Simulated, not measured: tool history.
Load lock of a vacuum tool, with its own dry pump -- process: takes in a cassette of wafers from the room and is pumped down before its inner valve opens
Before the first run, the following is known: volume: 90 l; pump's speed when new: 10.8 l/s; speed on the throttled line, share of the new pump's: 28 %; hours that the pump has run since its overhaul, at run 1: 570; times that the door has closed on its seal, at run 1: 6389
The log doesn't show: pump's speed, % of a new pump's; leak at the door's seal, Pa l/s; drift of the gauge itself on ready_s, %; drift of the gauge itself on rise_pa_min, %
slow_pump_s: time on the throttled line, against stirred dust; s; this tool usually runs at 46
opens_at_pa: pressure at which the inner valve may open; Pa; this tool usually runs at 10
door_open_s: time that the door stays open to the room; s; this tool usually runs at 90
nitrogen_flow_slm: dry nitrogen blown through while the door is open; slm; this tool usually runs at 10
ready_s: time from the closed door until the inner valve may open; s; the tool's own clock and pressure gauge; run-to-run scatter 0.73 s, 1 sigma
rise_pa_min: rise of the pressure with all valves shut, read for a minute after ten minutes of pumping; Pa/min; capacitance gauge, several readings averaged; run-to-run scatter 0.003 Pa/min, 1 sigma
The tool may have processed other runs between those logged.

| run | hour | slow_pump_s | opens_at_pa | door_open_s | nitrogen_flow_slm | hours that the pump has run since its overhaul | times that the door has closed on its seal | incoming humidity of the room's air, % | ready_s | rise_pa_min |
|---|---|---|---|---|---|---|---|---|---|---|
| 1 | 0 | 46 | 10 | 90 | 10 | 570 | 6389 | 45.2 | 110.7 | 0.015 |
| 2 | 121.6 | 46 | 10 | 90 | 10 | 692 | 6878 | 44.6 | 109.1 | 0.016 |
| 3 | 175.2 | 46 | 10 | 90 | 10 | 745 | 7094 | 45.9 | 112.7 | 0.015 |
| 4 | 232.2 | 46 | 10 | 90 | 10 | 802 | 7324 | 45.2 | 110.7 | 0.017 |
| 5 | 318.7 | 46 | 10 | 90 | 10 | 889 | 7672 | 44.5 | 109.3 | 0.018 |
| 6 | 398.8 | 46 | 10 | 90 | 10 | 969 | 7995 | 41.8 | 110.2 | 0.016 |
| 7 | 504.8 | 46 | 10 | 90 | 10 | 1075 | 8421 | 46.7 | 109.8 | 0.018 |
| 8 | 592.3 | 46 | 10 | 90 | 10 | 1163 | 8774 | 43.8 | 109.3 | 0.023 |
| 9 | 665.5 | 46 | 10 | 90 | 10 | 1236 | 9068 | 46.5 | 110.2 | 0.014 |
| 10 | 758.3 | 46 | 10 | 90 | 10 | 1329 | 9442 | 44.4 | 110.2 | 0.014 |
| 11 | 849.1 | 46 | 10 | 54 | 14 | 1419 | 9808 | 46.7 | 109.6 | 0.013 |
| 12 | 960.2 | 35 | 10 | 90 | 12 | 1530 | 10255 | 48.3 | 101.6 | 0.013 |
| 13 | 1031.1 | 46 | 9 | 90 | 34 | 1601 | 10541 | 44.7 | 111 | 0.014 |
| 14 | 1116.7 | 46 | 9 | 90 | 34 | 1687 | 10885 | 43.7 | 112.3 | 0.003 |
| 15 | 1219.2 | 46 | 9 | 90 | 34 | 1789 | 11298 | 46.2 | 110.2 | 0.009 |
| 16 | 1289.5 | 46 | 9 | 90 | 34 | 1860 | 11581 | 44.4 | 110.8 | 0.01 |
| 17 | 1416.8 | 46 | 9 | 90 | 34 | 1987 | 12094 | 45.6 | 111.6 | 0.003 |
| 18 | 1543 | 46 | 9 | 90 | 34 | 2113 | 12602 | 45.1 | 111.5 | 0.011 |
| 19 | 1651.3 | 36 | 19 | 90 | 34 | 2221 | 13038 | 46.7 | 97.4 | 0.011 |

What if the next run were any one of these 3? Each begins from the tool's condition after run 19:
| A | 1730.1 | 26 | 11 | 90 | 34 | 2300 | 13355 | 43.8 | ? | ? |
| B | 1730.1 | 59 | 10 | 106 | 10 | 2300 | 13355 | 49.3 | ? | ? |
| C | 1730.1 | 46 | 10 | 55 | 8 | 2300 | 13355 | 47 | ? | ? |

| run | ready_s | rise_pa_min |
|---|---|---|
| A | 95 | 0.007 |
| B | 120.6 | 0.02 |
| C | 111.3 | 0.017 |
The same runs, with their run-to-run variation unchanged, on a tool lacking any hidden condition would have given:
| run | ready_s | rise_pa_min |
|---|---|---|
| A | 95 | 0.006 |
| B | 120.6 | 0.019 |
| C | 111.3 | 0.016 |
